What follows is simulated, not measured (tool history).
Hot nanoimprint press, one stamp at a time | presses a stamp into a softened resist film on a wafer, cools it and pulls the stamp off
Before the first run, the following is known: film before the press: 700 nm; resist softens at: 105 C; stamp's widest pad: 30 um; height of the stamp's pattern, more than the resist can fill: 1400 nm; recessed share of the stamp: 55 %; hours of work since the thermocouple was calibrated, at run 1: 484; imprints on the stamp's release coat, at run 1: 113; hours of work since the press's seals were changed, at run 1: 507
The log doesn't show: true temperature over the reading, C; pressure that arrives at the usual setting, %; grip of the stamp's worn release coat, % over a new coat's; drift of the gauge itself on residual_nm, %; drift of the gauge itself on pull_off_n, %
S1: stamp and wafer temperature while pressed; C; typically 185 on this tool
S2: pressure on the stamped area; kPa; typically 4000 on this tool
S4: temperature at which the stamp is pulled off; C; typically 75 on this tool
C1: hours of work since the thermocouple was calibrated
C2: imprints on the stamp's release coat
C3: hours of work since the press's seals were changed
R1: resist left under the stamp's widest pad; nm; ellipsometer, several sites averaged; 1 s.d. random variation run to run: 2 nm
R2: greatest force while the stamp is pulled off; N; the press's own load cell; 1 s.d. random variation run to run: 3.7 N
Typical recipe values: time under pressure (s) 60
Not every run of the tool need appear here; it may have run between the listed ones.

Run 1, day 0.000: usual settings; C1 484; C2 113; C3 507. Result: R1 340.8 nm, R2 186 N.
Run 2, day 1.171: usual settings; C1 500; C2 215; C3 522. Result: R1 349.7 nm, R2 187 N.
Run 3, day 2.517: usual settings; C1 518; C2 333; C3 540. Result: R1 345.3 nm, R2 182 N.
Run 4, day 3.246: usual settings but S4 83 C; C1 528; C2 396; C3 550. Result: R1 343.8 nm, R2 169 N.
At day 3.958: press's hydraulic seals changed and the load cell set to zero.
Run 5, day 4.638: usual settings but S4 83 C; C1 542; C2 489; C3 9. Result: R1 339.8 nm, R2 175 N.
Run 6, day 5.908: usual settings but S4 83 C; C1 559; C2 600; C3 26. Result: R1 343.9 nm, R2 177 N.
Run 7, day 6.979: usual settings but S4 83 C; C1 573; C2 693; C3 40. Result: R1 340.1 nm, R2 172 N.
At day 7.571: plate thermocouple calibrated.
Run 8, day 7.721: usual settings; C1 2; C2 747; C3 48. Result: R1 348.7 nm, R2 203 N.
At day 8.717: stamp cleaned and given a new release coat.
Run 9, day 9.204: usual settings; C1 18; C2 42; C3 65. Result: R1 346.7 nm, R2 186 N.
Run 10, day 10.283: usual settings but S2 2940 kPa; C1 33; C2 136; C3 79. Result: R1 398.6 nm, R2 183 N.
At day 11.025: plate thermocouple calibrated, once more.
Run 11, day 11.621: usual settings but S2 2940 kPa, time under pressure (s) 48; C1 8; C2 242; C3 95. Result: R1 413.5 nm, R2 186 N.
Run 12, day 12.771: usual settings; C1 23; C2 343; C3 111. Result: R1 331.7 nm, R2 181 N.
Run 13, day 14.175: usual settings but S1 186 C; C1 42; C2 466; C3 129. Result: R1 323.3 nm, R2 182 N.
Run 14, day 15.267: usual settings but S4 61 C; C1 56; C2 561; C3 144. Result: R1 333.9 nm, R2 232 N.
Run 15, day 15.933: usual settings but S1 174 C; C1 65; C2 619; C3 153. Result: R1 482.4 nm, R2 200 N.
Run 16, day 16.812: usual settings but S2 3000 kPa; C1 77; C2 696; C3 164. Result: R1 377.5 nm, R2 196 N.
Run 17, day 18.133: usual settings but S1 176 C, S2 2720 kPa, S4 68 C; C1 95; C2 812; C3 182. Result: R1 517.6 nm, R2 233 N.
At day 18.446: stamp cleaned and given a new release coat.
Run 18, day 19.004: usual settings but S1 181 C, S2 3550 kPa, time under pressure (s) 115, S4 67 C; C1 103; C2 49; C3 190. Result: R1 326.1 nm, R2 205 N.
Run 19, day 19.800: usual settings but S1 181 C, S2 3550 kPa, time under pressure (s) 115, S4 67 C; C1 113; C2 119; C3 201. Result: R1 323.2 nm, R2 198 N.
Run 20, day 21.117: usual settings but S2 3220 kPa, time under pressure (s) 37; C1 131; C2 234; C3 218. Result: R1 427.5 nm, R2 183 N.
Run 21, day 22.558: usual settings but S2 3220 kPa, time under pressure (s) 37; C1 150; C2 360; C3 238. Result: R1 433.3 nm, R2 191 N.
Run 22, day 23.867: usual settings but S1 183 C, S2 3330 kPa, S4 70 C; C1 168; C2 474; C3 255. Result: R1 397.6 nm, R2 207 N.
Run 23, day 24.662: usual settings but S1 183 C, S4 63 C; C1 178; C2 544; C3 266. Result: R1 364.5 nm, R2 230 N.
Run 24, day 26.108: usual settings but S1 183 C, time under pressure (s) 111, S4 69 C; C1 197; C2 670; C3 285. Result: R1 291.2 nm, R2 218 N.
Run 25, day 27.179: usual settings but S1 183 C, time under pressure (s) 111, S4 69 C; C1 212; C2 763; C3 299. Result: R1 293.9 nm, R2 217 N.
At day 28.071: stamp cleaned and given a new release coat.
Run 26, day 28.442: usual settings but S1 183 C, time under pressure (s) 111, S4 69 C; C1 225; C2 32; C3 313. Result: R1 291.6 nm, R2 192 N.
Run 27, day 29.104: usual settings but S1 196 C, time under pressure (s) 111, S4 72 C; C1 234; C2 90; C3 321. Result: R1 184.1 nm, R2 189 N.
Run 28, day 30.029: usual settings but time under pressure (s) 69; C1 246; C2 171; C3 334. Result: R1 326.6 nm, R2 181 N.
Run 29, day 31.025: usual settings but S1 189 C, S2 5450 kPa, time under pressure (s) 97; C1 260; C2 258; C3 347. Result: R1 211.8 nm, R2 177 N.
Run 30, day 31.996: usual settings but S1 189 C, S2 3580 kPa, time under pressure (s) 97, S4 61 C; C1 272; C2 343; C3 360. Result: R1 264.6 nm, R2 218 N.

Consider 3 possible next runs. They are alternatives, not a sequence: every one starts from the tool as it was left by run 30. What does each give?
Run A, day 32.838: usual settings but S1 189 C, S2 2560 kPa, time under pressure (s) 97, S4 81 C; C1 284; C2 416; C3 371. Result: R1 ?, R2 ?.
Run B, day 32.838: usual settings but S1 196 C, S4 68 C; C1 284; C2 416; C3 371. Result: R1 ?, R2 ?.
Run C, day 32.838: usual settings but S1 190 C, S2 3580 kPa, time under pressure (s) 107, S4 61 C; C1 284; C2 416; C3 371. Result: R1 ?, R2 ?.

run     R1   R2
  A  308.8  175
  B  236.6  213
  C  245.9  223
Without the tool's unlogged condition, the same runs would have read:
run     R1   R2
  A  298.3  160
  B  227.4  196
  C  236.2  205
